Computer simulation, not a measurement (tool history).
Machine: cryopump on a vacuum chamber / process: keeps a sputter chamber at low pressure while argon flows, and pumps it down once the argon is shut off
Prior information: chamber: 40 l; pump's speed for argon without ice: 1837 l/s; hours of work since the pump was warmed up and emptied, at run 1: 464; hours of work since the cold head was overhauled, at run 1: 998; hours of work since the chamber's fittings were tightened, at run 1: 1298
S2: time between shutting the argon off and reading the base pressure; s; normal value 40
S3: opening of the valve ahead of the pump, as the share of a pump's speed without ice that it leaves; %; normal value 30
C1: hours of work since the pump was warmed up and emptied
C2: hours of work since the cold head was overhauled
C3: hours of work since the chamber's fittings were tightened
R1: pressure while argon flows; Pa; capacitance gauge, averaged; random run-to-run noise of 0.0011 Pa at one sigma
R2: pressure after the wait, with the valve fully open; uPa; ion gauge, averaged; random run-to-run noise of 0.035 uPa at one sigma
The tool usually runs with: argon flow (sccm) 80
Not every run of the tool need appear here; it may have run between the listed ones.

run 1 day=0.000 | argon_flow_(sccm)=80 S2=40 S3=30 | C1=464 C2=998 C3=1298 | R1=0.2698 R2=3.33
run 2 day=2.458 | argon_flow_(sccm)=80 S2=40 S3=30 | C1=491 C2=1025 C3=1324 | R1=0.2681 R2=3.40
-- day=2.938 pump warmed up, emptied and cooled again
run 3 day=6.483 | argon_flow_(sccm)=80 S2=40 S3=30 | C1=38 C2=1066 C3=1366 | R1=0.2475 R2=3.08
run 4 day=11.408 | argon_flow_(sccm)=80 S2=40 S3=30 | C1=91 C2=1119 C3=1419 | R1=0.2494 R2=3.12
run 5 day=13.725 | argon_flow_(sccm)=80 S2=40 S3=46 | C1=116 C2=1144 C3=1444 | R1=0.1653 R2=3.09
run 6 day=16.258 | argon_flow_(sccm)=80 S2=40 S3=46 | C1=144 C2=1171 C3=1471 | R1=0.1682 R2=3.13
run 7 day=19.162 | argon_flow_(sccm)=80 S2=104 S3=30 | C1=175 C2=1202 C3=1502 | R1=0.2530 R2=2.19
run 8 day=21.412 | argon_flow_(sccm)=80 S2=104 S3=30 | C1=199 C2=1227 C3=1526 | R1=0.2539 R2=2.18
run 9 day=23.512 | argon_flow_(sccm)=80 S2=104 S3=30 | C1=222 C2=1249 C3=1549 | R1=0.2557 R2=2.29
run 10 day=28.217 | argon_flow_(sccm)=80 S2=40 S3=30 | C1=272 C2=1300 C3=1600 | R1=0.2609 R2=3.46
run 11 day=31.725 | argon_flow_(sccm)=45 S2=40 S3=30 | C1=310 C2=1338 C3=1638 | R1=0.1465 R2=3.56
run 12 day=36.654 | argon_flow_(sccm)=45 S2=40 S3=30 | C1=363 C2=1391 C3=1691 | R1=0.1470 R2=3.68
run 13 day=40.862 | argon_flow_(sccm)=45 S2=40 S3=30 | C1=409 C2=1436 C3=1736 | R1=0.1506 R2=3.78
-- day=42.696 leaking fittings of the chamber tightened, without venting
run 14 day=43.258 | argon_flow_(sccm)=45 S2=40 S3=30 | C1=434 C2=1461 C3=6 | R1=0.1502 R2=1.93
run 15 day=46.617 | argon_flow_(sccm)=126 S2=40 S3=30 | C1=470 C2=1497 C3=42 | R1=0.4280 R2=1.98
-- day=49.033 pump warmed up, emptied and cooled again
run 16 day=49.179 | argon_flow_(sccm)=80 S2=34 S3=18 | C1=2 C2=1523 C3=68 | R1=0.4106 R2=2.35
run 17 day=53.850 | argon_flow_(sccm)=45 S2=33 S3=41 | C1=52 C2=1573 C3=118 | R1=0.1024 R2=2.34
run 18 day=58.900 | argon_flow_(sccm)=45 S2=33 S3=41 | C1=106 C2=1627 C3=172 | R1=0.1047 R2=2.44
run 19 day=61.775 | argon_flow_(sccm)=34 S2=103 S3=30 | C1=137 C2=1658 C3=203 | R1=0.1082 R2=1.03
run 20 day=66.683 | argon_flow_(sccm)=88 S2=46 S3=17 | C1=190 C2=1711 C3=256 | R1=0.4866 R2=1.93
run 21 day=70.379 | argon_flow_(sccm)=88 S2=46 S3=17 | C1=230 C2=1751 C3=296 | R1=0.4935 R2=2.00
run 22 day=73.496 | argon_flow_(sccm)=91 S2=40 S3=38 | C1=264 C2=1785 C3=330 | R1=0.2410 R2=2.30
run 23 day=75.600 | argon_flow_(sccm)=107 S2=84 S3=16 | C1=286 C2=1807 C3=352 | R1=0.6354 R2=1.37
run 24 day=78.242 | argon_flow_(sccm)=151 S2=250 S3=30 | C1=315 C2=1836 C3=381 | R1=0.4960 R2=0.86
run 25 day=80.625 | argon_flow_(sccm)=146 S2=250 S3=44 | C1=340 C2=1862 C3=407 | R1=0.3372 R2=0.95
run 26 day=85.612 | argon_flow_(sccm)=146 S2=112 S3=25 | C1=394 C2=1915 C3=460 | R1=0.5821 R2=1.33
run 27 day=89.071 | argon_flow_(sccm)=146 S2=112 S3=25 | C1=431 C2=1953 C3=498 | R1=0.5855 R2=1.39
run 28 day=93.650 | argon_flow_(sccm)=70 S2=112 S3=25 | C1=481 C2=2002 C3=547 | R1=0.2832 R2=1.46
-- day=94.883 pump warmed up, emptied and cooled again
run 29 day=98.538 | argon_flow_(sccm)=70 S2=112 S3=25 | C1=39 C2=2052 C3=597 | R1=0.2623 R2=1.26

Branching from run 29: 4 alternative next runs. What would each branch give?
run A day=100.725 | argon_flow_(sccm)=70 S2=112 S3=52 | C1=63 C2=2076 C3=621 | R1=? R2=?
run B day=100.725 | argon_flow_(sccm)=70 S2=47 S3=48 | C1=63 C2=2076 C3=621 | R1=? R2=?
run C day=100.725 | argon_flow_(sccm)=85 S2=112 S3=25 | C1=63 C2=2076 C3=621 | R1=? R2=?
run D day=100.725 | argon_flow_(sccm)=113 S2=87 S3=19 | C1=63 C2=2076 C3=621 | R1=? R2=?

run=A R1=0.1288 R2=1.31
run=B R1=0.1367 R2=2.13
run=C R1=0.3187 R2=1.29
run=D R1=0.5540 R2=1.49
Had the tool no hidden state, the same runs would have come out as:
run=A R1=0.1249 R2=0.79
run=B R1=0.1329 R2=1.61
run=C R1=0.3140 R2=0.76
run=D R1=0.5478 R2=0.96
